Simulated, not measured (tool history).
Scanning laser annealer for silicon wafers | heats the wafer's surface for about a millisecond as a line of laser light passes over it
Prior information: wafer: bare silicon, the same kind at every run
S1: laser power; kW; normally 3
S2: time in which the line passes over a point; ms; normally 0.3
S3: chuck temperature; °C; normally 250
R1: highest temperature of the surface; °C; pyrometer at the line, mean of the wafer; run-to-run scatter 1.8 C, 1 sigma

Run 1, hour 0: usual settings. Result: R1 1059 °C.
Run 2, hour 6.7: usual settings. Result: R1 1060 °C.
Run 3, hour 17.5: usual settings. Result: R1 1065 °C.
Run 4, hour 26.1: usual settings. Result: R1 1059 °C.
Run 5, hour 32.1: usual settings. Result: R1 1058 °C.
Run 6, hour 42.1: usual settings but S2 0.26 ms. Result: R1 995 °C.
Run 7, hour 51.1: usual settings but S2 0.26 ms. Result: R1 990 °C.
Run 8, hour 56.4: usual settings but S2 0.26 ms. Result: R1 992 °C.
Run 9, hour 61.8: usual settings but S2 0.26 ms. Result: R1 994 °C.
Run 10, hour 70.2: usual settings but S2 0.26 ms. Result: R1 993 °C.
Run 11, hour 79.2: usual settings but S1 2.867 kW. Result: R1 1021 °C.
Run 12, hour 87.9: usual settings but S1 2.971 kW. Result: R1 1050 °C.
Run 13, hour 94.6: usual settings but S2 0.268 ms. Result: R1 1007 °C.
Run 14, hour 99.6: usual settings. Result: R1 1059 °C.
Run 15, hour 104.1: usual settings. Result: R1 1054 °C.
Run 16, hour 113.1: usual settings but S1 2.849 kW. Result: R1 1015 °C.
Run 17, hour 118.4: usual settings but S1 2.849 kW. Result: R1 1014 °C.
Run 18, hour 126.5: usual settings. Result: R1 1057 °C.
Run 19, hour 132.4: usual settings but S1 2.876 kW, S2 0.291 ms, S3 285 °C. Result: R1 1043 °C.
Run 20, hour 137.3: usual settings but S2 0.312 ms, S3 233 °C. Result: R1 1060 °C.
Run 21, hour 147.1: usual settings but S1 3.054 kW, S2 0.302 ms, S3 266 °C. Result: R1 1092 °C.
Run 22, hour 154.9: usual settings but S1 3.278 kW, S2 0.256 ms, S3 272 °C. Result: R1 1086 °C.
Run 23, hour 165.7: usual settings but S1 2.907 kW, S2 0.347 ms, S3 283 °C. Result: R1 1133 °C.
Run 24, hour 173.6: usual settings but S1 2.907 kW, S2 0.347 ms, S3 283 °C. Result: R1 1133 °C.
Run 25, hour 183: usual settings but S1 2.832 kW. Result: R1 1007 °C.
Run 26, hour 190.1: usual settings but S1 2.832 kW. Result: R1 1013 °C.
Run 27, hour 195.4: usual settings but S1 2.563 kW, S2 0.332 ms, S3 261 °C. Result: R1 979 °C.
Run 28, hour 202: usual settings but S1 2.563 kW, S2 0.332 ms, S3 261 °C. Result: R1 979 °C.
Run 29, hour 208.5: usual settings but S1 3.2 kW, S2 0.211 ms, S3 279 °C. Result: R1 981 °C.
Run 30, hour 216.5: usual settings but S1 3.204 kW, S2 0.253 ms, S3 279 °C. Result: R1 1066 °C.
Run 31, hour 221.5: usual settings but S1 3.133 kW, S2 0.243 ms, S3 279 °C. Result: R1 1030 °C.
Run 32, hour 230.5: usual settings but S1 3.133 kW, S2 0.326 ms, S3 215 °C. Result: R1 1106 °C.
Run 33, hour 235.3: usual settings but S1 3.133 kW, S2 0.326 ms, S3 215 °C. Result: R1 1109 °C.
Run 34, hour 240.8: usual settings but S3 212 °C. Result: R1 1021 °C.
Run 35, hour 251: usual settings but S1 3.149 kW, S2 0.277 ms, S3 255 °C. Result: R1 1072 °C.
Run 36, hour 255.4: usual settings but S1 3.025 kW, S2 0.338 ms, S3 235 °C. Result: R1 1107 °C.

Here are 4 independent what-if runs from the current tool condition. What would each one return?
Run A, hour 261.7: usual settings but S1 3.058 kW, S2 0.258 ms. Result: R1 ?.
Run B, hour 261.7: usual settings but S1 3.025 kW, S2 0.212 ms, S3 235 °C. Result: R1 ?.
Run C, hour 261.7: usual settings but S1 3.006 kW, S2 0.338 ms, S3 235 °C. Result: R1 ?.
Run D, hour 261.7: usual settings but S1 2.968 kW, S2 0.337 ms, S3 275 °C. Result: R1 ?.

run    R1
  A  1011
  B   896
  C  1105
  D  1128
Without the tool's hidden state the same runs would have given:
run    R1
  A  1011
  B   897
  C  1106
  D  1129
